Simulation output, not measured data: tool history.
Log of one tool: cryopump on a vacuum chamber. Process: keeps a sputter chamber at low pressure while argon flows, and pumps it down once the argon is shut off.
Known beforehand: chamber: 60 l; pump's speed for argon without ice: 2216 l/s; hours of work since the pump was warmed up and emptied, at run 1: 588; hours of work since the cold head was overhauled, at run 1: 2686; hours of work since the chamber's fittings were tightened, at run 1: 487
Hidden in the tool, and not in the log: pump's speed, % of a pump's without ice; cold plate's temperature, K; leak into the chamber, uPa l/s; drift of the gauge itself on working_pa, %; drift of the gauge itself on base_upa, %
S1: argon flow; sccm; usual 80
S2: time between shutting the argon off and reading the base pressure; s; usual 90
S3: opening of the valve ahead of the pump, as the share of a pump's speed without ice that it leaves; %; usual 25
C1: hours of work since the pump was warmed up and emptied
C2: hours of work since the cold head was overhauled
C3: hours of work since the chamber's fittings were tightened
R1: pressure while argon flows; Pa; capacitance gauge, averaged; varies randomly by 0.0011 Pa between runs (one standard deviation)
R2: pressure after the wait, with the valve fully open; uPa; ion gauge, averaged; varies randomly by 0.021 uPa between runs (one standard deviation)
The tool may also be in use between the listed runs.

run	hour	S1	S2	S3	C1	C2	C3	R1	R2
1	0.0	80	90	25	588	2686	487	0.2579	0.73
2	46.2	80	90	43	625	2724	524	0.1538	0.76
3	107.3	80	90	43	675	2774	574	0.1556	0.84
4	193.4	80	90	43	745	2844	645	0.1570	0.88
5	259.3	80	90	43	799	2898	698	0.1587	0.94
6	311.6	80	90	43	842	2940	741	0.1609	1.02
7	388.9	80	140	43	905	3003	804	0.1609	1.02
8	424.3	80	25	25	934	3032	833	0.2663	1.55
# hour 478.6: pump warmed up, emptied and cooled again
9	494.7	80	25	25	13	3086	886	0.2466	1.42
10	548.6	80	197	25	57	3130	930	0.2474	0.88
11	585.4	80	197	25	87	3160	960	0.2475	0.94
12	637.3	80	197	25	129	3202	1003	0.2485	1.00
13	721.1	80	197	25	198	3270	1071	0.2489	1.04
14	799.0	80	197	25	261	3334	1135	0.2515	1.09
15	881.3	80	90	25	329	3401	1202	0.2516	1.33
16	949.2	102	90	25	384	3456	1257	0.3221	1.33
17	1007.0	80	90	25	431	3504	1304	0.2529	1.44
18	1091.7	80	90	36	500	3573	1373	0.1789	1.45
19	1151.1	71	59	29	549	3621	1422	0.1970	1.67
20	1230.1	80	90	21	613	3686	1486	0.3050	1.58
21	1302.4	66	208	39	672	3745	1545	0.1405	1.65
22	1350.6	100	41	22	711	3784	1585	0.3647	1.98
23	1436.0	100	41	22	781	3854	1654	0.3660	2.13
24	1486.0	100	41	22	822	3894	1695	0.3706	2.11
# hour 1518.2: leaking fittings of the chamber tightened, without venting
25	1544.9	100	41	22	868	3941	22	0.3712	0.63

The next listed run, before its measurement:
26	1607.5	100	41	22	919	3992	73	?	?

{"run 26": {"R1": 0.3732, "R2": 0.67}}
Were there no unlogged condition in the tool, this run, its random variation unchanged, would have produced R1 0.3469 Pa, R2 0.54 uPa.
